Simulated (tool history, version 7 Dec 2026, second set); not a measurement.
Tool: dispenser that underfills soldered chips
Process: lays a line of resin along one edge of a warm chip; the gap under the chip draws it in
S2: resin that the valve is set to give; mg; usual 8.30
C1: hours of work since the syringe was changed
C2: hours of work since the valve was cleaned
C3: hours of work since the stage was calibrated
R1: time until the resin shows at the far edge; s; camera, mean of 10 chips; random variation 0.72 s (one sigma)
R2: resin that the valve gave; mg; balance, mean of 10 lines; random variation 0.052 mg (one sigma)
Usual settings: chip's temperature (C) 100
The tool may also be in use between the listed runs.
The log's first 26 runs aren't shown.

{"day": 11.7, "done": "new syringe of resin"}
{"run": 27, "day": 11.729, "chip's temperature (C)": 91, "S2": 9.09, "C1": 1, "C2": 106, "C3": 322, "R1": 100.4, "R2": 8.79}
{"day": 12.142, "done": "new syringe of resin"}
{"run": 28, "day": 12.312, "chip's temperature (C)": 100, "S2": 7.42, "C1": 3, "C2": 115, "C3": 332, "R1": 93.2, "R2": 7.22}
{"day": 12.579, "done": "new syringe of resin"}
{"run": 29, "day": 12.767, "chip's temperature (C)": 109, "S2": 9.28, "C1": 3, "C2": 123, "C3": 339, "R1": 68.0, "R2": 8.9}
{"day": 13.012, "done": "new syringe of resin"}
{"run": 30, "day": 13.062, "chip's temperature (C)": 109, "S2": 9.28, "C1": 1, "C2": 127, "C3": 344, "R1": 55.1, "R2": 9.0}
{"day": 13.133, "done": "dispensing valve cleaned and set on the balance"}
{"day": 13.496, "done": "new syringe of resin"}
{"run": 31, "day": 13.504, "chip's temperature (C)": 93, "S2": 8.3, "C1": 0, "C2": 6, "C3": 350, "R1": 91.7, "R2": 8.21}
{"day": 13.925, "done": "new syringe of resin"}
{"run": 32, "day": 13.975, "chip's temperature (C)": 113, "S2": 10.55, "C1": 1, "C2": 14, "C3": 358, "R1": 49.4, "R2": 10.44}
{"day": 14.388, "done": "new syringe of resin"}
{"run": 33, "day": 14.488, "chip's temperature (C)": 109, "S2": 7.42, "C1": 2, "C2": 22, "C3": 366, "R1": 62.0, "R2": 7.32}
{"day": 14.825, "done": "new syringe of resin"}
{"run": 34, "day": 14.979, "chip's temperature (C)": 113, "S2": 8.4, "C1": 3, "C2": 30, "C3": 374, "R1": 58.2, "R2": 8.34}

Forecast each of these 4 alternatives for the next run:
{"run": "A", "day": 15.221, "chip's temperature (C)": 100, "S2": 8.81, "C1": 7, "C2": 34, "C3": 378, "R1": "?", "R2": "?"}
{"run": "B", "day": 15.221, "chip's temperature (C)": 93, "S2": 9.24, "C1": 7, "C2": 34, "C3": 378, "R1": "?", "R2": "?"}
{"run": "C", "day": 15.221, "chip's temperature (C)": 113, "S2": 7.36, "C1": 7, "C2": 34, "C3": 378, "R1": "?", "R2": "?"}
{"run": "D", "day": 15.221, "chip's temperature (C)": 101, "S2": 7.16, "C1": 7, "C2": 34, "C3": 378, "R1": "?", "R2": "?"}

run=A R1=126.3 R2=8.64
run=B R1=159.1 R2=9.13
run=C R1=85.9 R2=7.25
run=D R1=126.0 R2=7.09
Without the tool's hidden state the same runs would have given:
run=A R1=66.0 R2=8.76
run=B R1=82.5 R2=9.25
run=C R1=44.6 R2=7.35
run=D R1=65.3 R2=7.19

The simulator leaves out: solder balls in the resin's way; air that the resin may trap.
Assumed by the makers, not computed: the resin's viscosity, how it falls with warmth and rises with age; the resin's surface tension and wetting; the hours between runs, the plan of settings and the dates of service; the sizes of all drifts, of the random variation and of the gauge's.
